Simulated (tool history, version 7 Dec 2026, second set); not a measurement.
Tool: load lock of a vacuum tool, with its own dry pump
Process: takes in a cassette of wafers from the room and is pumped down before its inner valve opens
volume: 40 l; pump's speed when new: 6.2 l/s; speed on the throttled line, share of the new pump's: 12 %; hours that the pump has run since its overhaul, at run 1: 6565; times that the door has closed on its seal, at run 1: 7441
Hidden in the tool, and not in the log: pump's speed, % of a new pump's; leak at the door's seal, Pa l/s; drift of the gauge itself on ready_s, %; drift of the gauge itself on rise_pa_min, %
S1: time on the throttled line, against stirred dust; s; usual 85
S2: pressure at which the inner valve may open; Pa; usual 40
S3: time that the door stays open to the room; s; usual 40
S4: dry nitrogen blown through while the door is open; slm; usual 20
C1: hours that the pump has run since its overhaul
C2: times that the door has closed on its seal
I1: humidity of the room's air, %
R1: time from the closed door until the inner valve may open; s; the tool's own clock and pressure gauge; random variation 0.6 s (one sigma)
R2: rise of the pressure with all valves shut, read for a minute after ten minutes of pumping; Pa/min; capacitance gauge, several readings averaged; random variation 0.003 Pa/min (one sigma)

run    hour   S1  S2  S3  S4    C1     C2    I1     R1     R2
  1     0.0   85  40  40  20  6565   7441  47.1  128.8  0.049
  2   162.6   85  40  40  20  6728   7928  42.0  130.1  0.054
  3   280.0  144  40  40  20  6845   8280  42.2  179.8  0.049
  4   382.6  144  40  40  20  6948   8588  43.9  181.0  0.052
  5   503.5  144  40  40  20  7069   8950  44.9  182.2  0.050
  6   615.5  144  40  33  24  7181   9285  46.6  181.9  0.051
  7   781.8   48  45  40  14  7347   9784  43.0   96.8  0.061
  8   944.9  141  76  45  36  7510  10272  49.0  175.2  0.058
  9  1055.2   89  61  40  20  7620  10603  43.9  131.1  0.058
 10  1185.8   78  56  87   7  7751  10994  44.7  120.9  0.097

5 ways to go on from here, each from the tool as it stands after run 10. What would each give?
  A  1352.8  93  36  170   7  7918  11495  44.6   ?   ?
  B  1352.8  51  56   68   7  7918  11495  43.6   ?   ?
  C  1352.8  78  59   31  25  7918  11495  48.2   ?   ?
  D  1352.8  75  66   87   7  7918  11495  46.5   ?   ?
  E  1352.8  78  29   46  29  7918  11495  45.9   ?   ?

run     R1     R2
  A  137.9  0.130
  B   98.7  0.093
  C  121.2  0.061
  D  119.2  0.102
  E  126.4  0.059
Without the tool's hidden state the same runs would have given:
run     R1     R2
  A  132.6  0.095
  B   93.2  0.057
  C  116.1  0.026
  D  114.0  0.066
  E  120.6  0.023
